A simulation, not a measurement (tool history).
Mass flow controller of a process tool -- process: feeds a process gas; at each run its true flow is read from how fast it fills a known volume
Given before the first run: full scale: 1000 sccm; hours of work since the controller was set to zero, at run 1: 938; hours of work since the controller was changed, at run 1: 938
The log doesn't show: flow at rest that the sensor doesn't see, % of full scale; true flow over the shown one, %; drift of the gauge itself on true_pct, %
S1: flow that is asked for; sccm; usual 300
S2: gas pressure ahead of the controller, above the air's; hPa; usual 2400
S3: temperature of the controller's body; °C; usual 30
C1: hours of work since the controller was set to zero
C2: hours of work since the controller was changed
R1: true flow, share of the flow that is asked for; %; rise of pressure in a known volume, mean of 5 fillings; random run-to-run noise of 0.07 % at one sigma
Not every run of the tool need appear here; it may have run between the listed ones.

| run | hour | S1 | S2 | S3 | C1 | C2 | R1 |
|---|---|---|---|---|---|---|---|
| 1 | 0.0 | 300 | 2400 | 30 | 938 | 938 | 98.12 |
| 2 | 70.7 | 300 | 2400 | 30 | 978 | 978 | 98.07 |
| 3 | 148.3 | 132 | 2400 | 30 | 1023 | 1023 | 98.11 |
| 4 | 200.8 | 132 | 2400 | 30 | 1053 | 1053 | 98.10 |
| 5 | 258.4 | 132 | 2400 | 30 | 1086 | 1086 | 98.02 |
| 6 | 298.5 | 132 | 2400 | 30 | 1109 | 1109 | 97.95 |
| 7 | 355.2 | 132 | 2400 | 30 | 1141 | 1141 | 98.09 |
| 8 | 401.9 | 132 | 2400 | 30 | 1168 | 1168 | 98.17 |
| 9 | 462.1 | 132 | 2400 | 30 | 1202 | 1202 | 98.11 |
| 10 | 526.0 | 300 | 2110 | 30 | 1239 | 1239 | 97.99 |
| 11 | 600.3 | 300 | 2400 | 30 | 1281 | 1281 | 98.26 |
| 12 | 651.4 | 300 | 2400 | 30 | 1310 | 1310 | 98.30 |
| 13 | 734.9 | 245 | 2400 | 30 | 1358 | 1358 | 98.26 |
| 14 | 813.8 | 245 | 2400 | 30 | 1403 | 1403 | 98.19 |
| 15 | 866.4 | 245 | 2400 | 30 | 1433 | 1433 | 98.18 |
| 16 | 931.5 | 245 | 2400 | 30 | 1470 | 1470 | 98.22 |
| 17 | 983.0 | 300 | 2770 | 30 | 1500 | 1500 | 98.44 |
| 18 | 1071.9 | 180 | 2400 | 30 | 1551 | 1551 | 98.15 |
| 19 | 1114.6 | 300 | 2400 | 30 | 1575 | 1575 | 98.33 |
| 20 | 1195.5 | 300 | 2400 | 30 | 1621 | 1621 | 98.17 |
| 21 | 1246.2 | 300 | 2400 | 30 | 1650 | 1650 | 98.44 |
| 22 | 1334.0 | 300 | 2400 | 30 | 1701 | 1701 | 98.49 |
| 23 | 1403.2 | 631 | 1630 | 36 | 1740 | 1740 | 98.05 |
| 24 | 1456.2 | 257 | 1630 | 23 | 1770 | 1770 | 98.55 |
| 25 | 1509.5 | 425 | 1630 | 35 | 1801 | 1801 | 97.51 |
| 26 | 1575.6 | 300 | 2400 | 30 | 1839 | 1839 | 98.56 |
| 27 | 1624.2 | 177 | 2180 | 30 | 1866 | 1866 | 98.26 |
| 28 | 1661.5 | 163 | 1850 | 26 | 1888 | 1888 | 98.53 |
| 29 | 1733.0 | 317 | 2040 | 30 | 1929 | 1929 | 98.26 |
| 30 | 1809.9 | 300 | 1660 | 30 | 1973 | 1973 | 97.83 |
| 31 | 1849.6 | 300 | 2170 | 30 | 1995 | 1995 | 98.34 |
| 32 | 1934.3 | 300 | 1860 | 30 | 2044 | 2044 | 98.01 |
| 33 | 2011.1 | 622 | 1850 | 21 | 2088 | 2088 | 99.63 |
| 34 | 2062.2 | 592 | 2040 | 37 | 2117 | 2117 | 98.02 |
| 35 | 2105.3 | 242 | 1650 | 39 | 2141 | 2141 | 97.01 |
| 36 | 2177.3 | 747 | 2260 | 22 | 2183 | 2183 | 100.26 |
| 37 | 2236.7 | 473 | 1560 | 30 | 2217 | 2217 | 98.20 |
| 38 | 2300.3 | 473 | 1560 | 30 | 2253 | 2253 | 98.13 |
| 39 | 2343.3 | 473 | 1560 | 30 | 2277 | 2277 | 98.20 |
| 40 | 2398.7 | 473 | 1560 | 30 | 2309 | 2309 | 98.23 |
| 41 | 2451.8 | 473 | 1560 | 30 | 2340 | 2340 | 98.26 |
| 42 | 2511.8 | 473 | 1560 | 30 | 2374 | 2374 | 98.21 |
| 43 | 2571.5 | 300 | 2330 | 30 | 2408 | 2408 | 98.73 |
| 44 | 2650.5 | 300 | 2130 | 30 | 2453 | 2453 | 98.59 |

Consider 5 possible next runs. They are alternatives, not a sequence: every one starts from the tool as it was left by run 44. What does each give?
| A | 2738.9 | 233 | 1510 | 22 | 2504 | 2504 | ? |
| B | 2738.9 | 143 | 1690 | 27 | 2504 | 2504 | ? |
| C | 2738.9 | 614 | 1590 | 25 | 2504 | 2504 | ? |
| D | 2738.9 | 300 | 2130 | 37 | 2504 | 2504 | ? |
| E | 2738.9 | 113 | 1780 | 28 | 2504 | 2504 | ? |

| run | R1 |
|---|---|
| A | 98.92 |
| B | 98.70 |
| C | 99.15 |
| D | 97.91 |
| E | 99.20 |
Without the tool's unlogged condition, the same runs would have read:
| run | R1 |
|---|---|
| A | 97.69 |
| B | 96.84 |
| C | 98.54 |
| D | 96.91 |
| E | 96.91 |
